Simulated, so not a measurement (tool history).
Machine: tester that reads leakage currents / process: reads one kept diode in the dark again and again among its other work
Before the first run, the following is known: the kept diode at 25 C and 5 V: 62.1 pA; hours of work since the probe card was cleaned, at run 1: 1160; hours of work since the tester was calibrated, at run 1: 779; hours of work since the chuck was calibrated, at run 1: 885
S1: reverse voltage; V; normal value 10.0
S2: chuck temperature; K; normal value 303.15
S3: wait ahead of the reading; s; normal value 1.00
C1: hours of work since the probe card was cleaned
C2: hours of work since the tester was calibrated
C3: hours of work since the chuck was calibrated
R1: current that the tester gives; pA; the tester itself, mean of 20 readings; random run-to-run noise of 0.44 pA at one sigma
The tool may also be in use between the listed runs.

run,hour,S1,S2,S3,C1,C2,C3,R1
1,0.0,10.0,303.15,1.00,1160,779,885,153.73
2,21.2,10.0,303.15,1.00,1172,791,897,153.28
3,35.6,10.0,303.15,1.00,1181,799,905,153.59
4,58.2,10.0,303.15,1.00,1194,813,919,153.47
5,72.1,10.0,303.15,1.00,1203,821,927,154.00
6,100.1,6.5,303.15,1.00,1219,838,944,120.06
7,124.4,2.7,303.15,1.00,1233,852,958,72.40
8,155.9,2.7,303.15,1.00,1252,870,976,72.88
# hour 160.9: probe card cleaned and baked
9,179.2,10.0,314.15,1.00,11,882,988,381.56
10,198.6,10.0,314.15,1.00,22,894,1000,380.98
11,231.8,10.0,303.15,1.00,42,913,1019,158.84
12,250.5,7.0,303.15,2.11,53,924,1030,127.45
13,270.0,16.6,307.15,2.81,64,936,1042,291.57
14,297.9,2.0,295.15,2.81,81,952,1058,31.58
# hour 317.6: probe card cleaned and baked, once more
15,332.2,2.0,324.15,4.88,9,971,1077,344.42
16,348.4,12.9,303.15,1.00,18,980,1086,159.61
17,364.6,7.5,293.15,0.84,28,990,1096,48.35
18,384.2,6.6,330.15,0.33,39,1001,1107,1053.69
19,413.0,6.6,330.15,0.33,56,1018,1124,1046.66
20,436.9,3.8,322.15,3.23,70,1032,1138,414.26
21,458.3,10.0,303.15,0.42,83,1045,1151,144.78

3 options for the next run, each taken on its own from the tool as it stands now. Forecast them:
A,478.5,2.3,303.15,1.18,95,1057,1163,?
B,478.5,15.9,331.15,0.42,95,1057,1163,?
C,478.5,11.4,303.15,6.31,95,1057,1163,?

run,R1
A,62.65
B,1814.52
C,148.74
With no hidden state in the tool, these same runs would have given:
run,R1
A,65.27
B,1880.95
C,154.30
